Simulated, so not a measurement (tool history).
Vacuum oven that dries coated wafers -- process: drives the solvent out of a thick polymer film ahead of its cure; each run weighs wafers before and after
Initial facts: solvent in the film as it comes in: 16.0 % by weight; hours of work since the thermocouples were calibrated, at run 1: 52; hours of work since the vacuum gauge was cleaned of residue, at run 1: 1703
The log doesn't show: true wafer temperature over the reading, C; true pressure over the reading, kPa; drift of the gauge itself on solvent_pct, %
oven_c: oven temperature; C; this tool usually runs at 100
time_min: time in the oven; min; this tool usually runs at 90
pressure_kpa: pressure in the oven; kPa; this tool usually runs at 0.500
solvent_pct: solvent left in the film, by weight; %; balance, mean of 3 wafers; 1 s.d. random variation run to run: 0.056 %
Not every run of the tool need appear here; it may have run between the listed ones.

| run | hour | oven_c | time_min | pressure_kpa | hours of work since the thermocouples were calibrated | hours of work since the vacuum gauge was cleaned of residue | solvent_pct |
|---|---|---|---|---|---|---|---|
| 1 | 0.0 | 100 | 90 | 0.500 | 52 | 1703 | 3.01 |
| 2 | 60.2 | 100 | 90 | 0.500 | 90 | 1742 | 2.85 |
| 3 | 134.7 | 100 | 90 | 0.500 | 138 | 1789 | 2.99 |
| 4 | 200.5 | 100 | 90 | 0.500 | 180 | 1832 | 3.04 |
| 5 | 266.4 | 100 | 90 | 0.500 | 222 | 1874 | 2.93 |
| 6 | 335.1 | 100 | 90 | 0.500 | 267 | 1918 | 3.02 |
| 7 | 425.1 | 100 | 90 | 0.500 | 324 | 1976 | 3.09 |
| 8 | 501.9 | 100 | 90 | 0.337 | 373 | 2025 | 2.90 |
| 9 | 597.6 | 100 | 90 | 0.337 | 435 | 2086 | 2.93 |
| 10 | 657.5 | 100 | 90 | 0.500 | 473 | 2125 | 3.13 |
| 11 | 743.7 | 100 | 90 | 0.500 | 529 | 2180 | 3.19 |
| 12 | 850.5 | 89 | 90 | 0.500 | 597 | 2249 | 6.84 |
| 13 | 924.1 | 89 | 90 | 0.500 | 644 | 2296 | 6.81 |
| 14 | 1010.4 | 110 | 90 | 0.500 | 700 | 2351 | 1.35 |
| 15 | 1104.4 | 110 | 90 | 0.500 | 760 | 2411 | 1.33 |
| 16 | 1184.3 | 110 | 90 | 0.500 | 811 | 2463 | 1.27 |
|  | 1206.7 | oven's thermocouples calibrated |
|  | 1248.6 | vacuum gauge cleaned of residue and calibrated |
| 17 | 1256.4 | 110 | 90 | 0.500 | 31 | 5 | 0.75 |
| 18 | 1358.0 | 110 | 90 | 0.500 | 96 | 70 | 0.79 |
| 19 | 1459.9 | 110 | 90 | 0.500 | 161 | 136 | 0.91 |
| 20 | 1542.0 | 107 | 90 | 1.647 | 214 | 188 | 2.12 |
| 21 | 1600.9 | 88 | 90 | 0.329 | 252 | 226 | 6.25 |
| 22 | 1647.1 | 88 | 90 | 0.329 | 282 | 256 | 6.25 |
| 23 | 1753.1 | 91 | 90 | 1.511 | 350 | 324 | 6.66 |
| 24 | 1832.4 | 94 | 46 | 0.876 | 400 | 375 | 7.73 |
| 25 | 1930.5 | 100 | 49 | 0.345 | 463 | 437 | 5.14 |
| 26 | 1975.6 | 100 | 49 | 0.345 | 492 | 466 | 5.16 |
| 27 | 2038.3 | 103 | 49 | 0.433 | 533 | 507 | 4.26 |
| 28 | 2092.5 | 96 | 46 | 0.500 | 567 | 541 | 7.00 |
| 29 | 2187.3 | 93 | 121 | 1.512 | 628 | 602 | 5.00 |
| 30 | 2268.7 | 109 | 64 | 0.314 | 680 | 654 | 1.74 |
| 31 | 2363.9 | 109 | 64 | 0.314 | 741 | 715 | 1.60 |

Here are 4 independent what-if runs from the current tool condition. What would each one return?
| A | 2440.0 | 100 | 101 | 1.394 | 790 | 764 | ? |
| B | 2440.0 | 87 | 85 | 0.314 | 790 | 764 | ? |
| C | 2440.0 | 109 | 64 | 1.147 | 790 | 764 | ? |
| D | 2440.0 | 93 | 64 | 1.070 | 790 | 764 | ? |

| run | solvent_pct |
|---|---|
| A | 3.58 |
| B | 7.18 |
| C | 2.35 |
| D | 7.30 |
Take away the tool's hidden state, keep each run's random variation, and the runs would have read:
| run | solvent_pct |
|---|---|
| A | 3.17 |
| B | 6.70 |
| C | 2.04 |
| D | 6.84 |
